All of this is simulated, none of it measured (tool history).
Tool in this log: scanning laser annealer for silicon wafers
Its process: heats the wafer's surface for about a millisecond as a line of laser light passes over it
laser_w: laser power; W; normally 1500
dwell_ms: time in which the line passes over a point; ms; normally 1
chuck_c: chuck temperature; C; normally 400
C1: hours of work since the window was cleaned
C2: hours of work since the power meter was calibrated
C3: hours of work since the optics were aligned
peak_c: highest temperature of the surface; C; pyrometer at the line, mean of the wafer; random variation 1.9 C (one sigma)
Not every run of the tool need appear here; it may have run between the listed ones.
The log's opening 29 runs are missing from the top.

{"run": 30, "hour": 372.6, "laser_w": 1500, "dwell_ms": 1, "chuck_c": 369, "C1": 863, "C2": 563, "C3": 192, "peak_c": 1050}
{"run": 31, "hour": 388.5, "laser_w": 1362, "dwell_ms": 0.86, "chuck_c": 385, "C1": 872, "C2": 572, "C3": 201, "peak_c": 962}
{"run": 32, "hour": 402.0, "laser_w": 1500, "dwell_ms": 0.93, "chuck_c": 438, "C1": 880, "C2": 580, "C3": 209, "peak_c": 1091}
{"run": 33, "hour": 418.9, "laser_w": 1572, "dwell_ms": 1.24, "chuck_c": 414, "C1": 890, "C2": 590, "C3": 219, "peak_c": 1195}
{"run": 34, "hour": 433.2, "laser_w": 1315, "dwell_ms": 0.95, "chuck_c": 378, "C1": 899, "C2": 599, "C3": 228, "peak_c": 962}
{"hour": 446.5, "done": "window over the wafer cleaned"}
{"run": 35, "hour": 453.4, "laser_w": 1438, "dwell_ms": 1.15, "chuck_c": 405, "C1": 4, "C2": 609, "C3": 239, "peak_c": 1136}
{"run": 36, "hour": 468.9, "laser_w": 1500, "dwell_ms": 0.97, "chuck_c": 400, "C1": 13, "C2": 619, "C3": 248, "peak_c": 1102}
{"run": 37, "hour": 488.4, "laser_w": 1591, "dwell_ms": 0.7, "chuck_c": 402, "C1": 25, "C2": 630, "C3": 260, "peak_c": 1043}

What does the tool deliver on the next run?
{"run": 38, "hour": 500.7, "laser_w": 1591, "dwell_ms": 0.7, "chuck_c": 402, "C1": 32, "C2": 638, "C3": 267, "peak_c": "?"}

{"run 38": {"peak_c": 1038}}
Had the tool carried no hidden state, the very same run would have given peak_c 1046 C.

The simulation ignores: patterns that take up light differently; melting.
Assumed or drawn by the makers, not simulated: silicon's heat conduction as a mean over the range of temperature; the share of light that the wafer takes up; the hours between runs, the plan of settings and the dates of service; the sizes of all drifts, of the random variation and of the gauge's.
